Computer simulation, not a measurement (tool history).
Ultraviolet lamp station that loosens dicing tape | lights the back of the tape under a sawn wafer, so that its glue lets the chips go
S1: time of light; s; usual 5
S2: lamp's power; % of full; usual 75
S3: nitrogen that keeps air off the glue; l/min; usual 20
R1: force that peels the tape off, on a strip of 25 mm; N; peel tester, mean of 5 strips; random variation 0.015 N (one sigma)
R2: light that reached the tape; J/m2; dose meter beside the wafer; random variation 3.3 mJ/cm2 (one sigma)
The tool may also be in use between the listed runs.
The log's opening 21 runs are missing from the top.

run	hour	S1	S2	S3	R1	R2
22	548.7	5	75	20	1.040	4120
23	570.3	2	92	20	2.525	1970
24	598.1	2	74	14	3.351	1600
25	621.1	2	74	14	3.361	1600
26	637.1	8	75	37	0.344	6480
27	661.2	3	75	20	2.166	2420
28	694.1	3	75	20	2.159	2450
29	729.1	2	90	13	2.977	1910
30	762.3	2	69	26	3.187	1470
31	782.4	2	75	27	2.968	1600
32	810.3	5	64	24	1.339	3320
33	844.6	4	75	7	2.373	3080
# hour 873.9: window cleaned of glue's vapour
34	873.9	5	75	35	0.832	4010
35	900.7	3	83	35	1.585	2620

What does the tool deliver on the next run?
36	916.2	6	91	11	?	?

Run 36 gave R1 0.813 N, R2 5830 J/m2.
On a tool with no hidden condition, and with the same random variation, this run would have come out at R1 0.505 N, R2 7580 J/m2.
